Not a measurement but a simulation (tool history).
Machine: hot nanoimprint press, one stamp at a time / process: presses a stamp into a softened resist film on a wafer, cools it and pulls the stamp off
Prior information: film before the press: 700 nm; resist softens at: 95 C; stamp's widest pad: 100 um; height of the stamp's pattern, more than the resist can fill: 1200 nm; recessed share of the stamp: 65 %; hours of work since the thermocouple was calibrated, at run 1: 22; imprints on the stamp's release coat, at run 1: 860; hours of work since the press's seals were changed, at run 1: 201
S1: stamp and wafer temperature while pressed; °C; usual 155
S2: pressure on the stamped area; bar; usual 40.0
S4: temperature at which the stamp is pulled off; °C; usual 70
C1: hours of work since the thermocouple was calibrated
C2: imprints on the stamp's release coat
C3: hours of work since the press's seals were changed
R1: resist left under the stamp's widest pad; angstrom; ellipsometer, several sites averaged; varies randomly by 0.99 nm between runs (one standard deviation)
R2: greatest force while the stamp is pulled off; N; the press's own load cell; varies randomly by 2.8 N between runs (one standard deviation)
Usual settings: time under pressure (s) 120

Run 1, day 0.000: usual settings; C1 22; C2 860; C3 201. Result: R1 3011 angstrom, R2 129 N.
Run 2, day 0.212: usual settings; C1 25; C2 879; C3 204. Result: R1 3021 angstrom, R2 129 N.
Run 3, day 0.471: usual settings but S4 69 °C; C1 29; C2 902; C3 207. Result: R1 3002 angstrom, R2 128 N.
Run 4, day 0.825: usual settings but S4 69 °C; C1 33; C2 934; C3 212. Result: R1 3006 angstrom, R2 132 N.
Run 5, day 1.067: usual settings but S4 69 °C; C1 37; C2 955; C3 215. Result: R1 3011 angstrom, R2 130 N.
Run 6, day 1.296: usual settings but S4 69 °C; C1 40; C2 975; C3 218. Result: R1 3009 angstrom, R2 130 N.
Run 7, day 1.583: usual settings but S4 69 °C; C1 44; C2 1001; C3 222. Result: R1 2996 angstrom, R2 135 N.
Run 8, day 1.767: usual settings; C1 46; C2 1018; C3 225. Result: R1 3005 angstrom, R2 132 N.
Run 9, day 2.133: usual settings but S2 32.6 bar; C1 51; C2 1050; C3 230. Result: R1 3314 angstrom, R2 129 N.
Run 10, day 2.375: usual settings but S2 32.6 bar, S4 65 °C; C1 54; C2 1072; C3 233. Result: R1 3315 angstrom, R2 136 N.
Run 11, day 2.675: usual settings; C1 58; C2 1098; C3 237. Result: R1 3000 angstrom, R2 131 N.
Run 12, day 3.021: usual settings; C1 63; C2 1129; C3 242. Result: R1 2995 angstrom, R2 135 N.
Run 13, day 3.325: usual settings but time under pressure (s) 134; C1 67; C2 1156; C3 246. Result: R1 2880 angstrom, R2 125 N.
Run 14, day 3.733: usual settings but time under pressure (s) 174; C1 72; C2 1193; C3 251. Result: R1 2592 angstrom, R2 129 N.
Run 15, day 4.058: usual settings but S4 71 °C; C1 77; C2 1222; C3 256. Result: R1 2969 angstrom, R2 125 N.
Run 16, day 4.325: usual settings but S1 157 °C, time under pressure (s) 65; C1 80; C2 1245; C3 259. Result: R1 3323 angstrom, R2 129 N.
Run 17, day 4.754: usual settings but S1 157 °C, time under pressure (s) 170; C1 86; C2 1284; C3 265. Result: R1 2321 angstrom, R2 129 N.
Run 18, day 5.129: usual settings but S1 150 °C, time under pressure (s) 148, S4 65 °C; C1 91; C2 1317; C3 270. Result: R1 3714 angstrom, R2 143 N.
Run 19, day 5.408: usual settings but time under pressure (s) 166, S4 66 °C; C1 95; C2 1342; C3 274. Result: R1 2641 angstrom, R2 137 N.
Run 20, day 5.617: usual settings but time under pressure (s) 166, S4 66 °C; C1 98; C2 1360; C3 277. Result: R1 2626 angstrom, R2 134 N.
Run 21, day 6.050: usual settings but S2 42.7 bar, time under pressure (s) 64, S4 63 °C; C1 104; C2 1399; C3 282. Result: R1 3608 angstrom, R2 145 N.
Run 22, day 6.350: usual settings but S2 42.7 bar, time under pressure (s) 64, S4 63 °C; C1 108; C2 1426; C3 286. Result: R1 3603 angstrom, R2 141 N.
Run 23, day 6.721: usual settings but S1 159 °C, S2 30.2 bar, S4 65 °C; C1 113; C2 1459; C3 291. Result: R1 2691 angstrom, R2 140 N.
Run 24, day 7.004: usual settings but S1 164 °C, S2 35.9 bar, S4 65 °C; C1 116; C2 1484; C3 295. Result: R1 1819 angstrom, R2 139 N.
At day 7.271: gauge calibrated.
Run 25, day 7.433: usual settings but S1 152 °C, S2 30.8 bar, S4 65 °C; C1 122; C2 1522; C3 301. Result: R1 4036 angstrom, R2 142 N.
Run 26, day 7.779: usual settings but S1 162 °C, S2 30.8 bar, time under pressure (s) 70, S4 77 °C; C1 127; C2 1553; C3 306. Result: R1 2781 angstrom, R2 114 N.
Run 27, day 8.221: usual settings but S1 162 °C, S2 28.1 bar, time under pressure (s) 70, S4 77 °C; C1 133; C2 1592; C3 312. Result: R1 2920 angstrom, R2 120 N.
Run 28, day 8.642: usual settings but S1 154 °C, S2 45.4 bar, time under pressure (s) 70, S4 77 °C; C1 138; C2 1630; C3 317. Result: R1 3640 angstrom, R2 121 N.
At day 9.129: stamp cleaned and given a new release coat.
Run 29, day 9.283: usual settings but S1 164 °C, S2 60.5 bar, time under pressure (s) 115, S4 57 °C; C1 144; C2 14; C3 322. Result: R1 1405 angstrom, R2 147 N.
Run 30, day 9.479: usual settings but S2 30.1 bar, S4 61 °C; C1 146; C2 31; C3 325. Result: R1 3461 angstrom, R2 143 N.

Here are 3 independent what-if runs from the current tool condition. What would each one return?
Run A, day 9.888: usual settings but S2 30.1 bar, S4 65 °C; C1 152; C2 68; C3 331. Result: R1 ?, R2 ?.
Run B, day 9.888: usual settings but S2 32.2 bar, S4 76 °C; C1 152; C2 68; C3 331. Result: R1 ?, R2 ?.
Run C, day 9.888: usual settings but S2 30.1 bar, time under pressure (s) 66, S4 61 °C; C1 152; C2 68; C3 331. Result: R1 ?, R2 ?.

run    R1   R2
  A  3444  141
  B  3317  121
  C  4167  147
Without the tool's hidden state the same runs would have given:
run    R1   R2
  A  3459  141
  B  3332  121
  C  4186  147
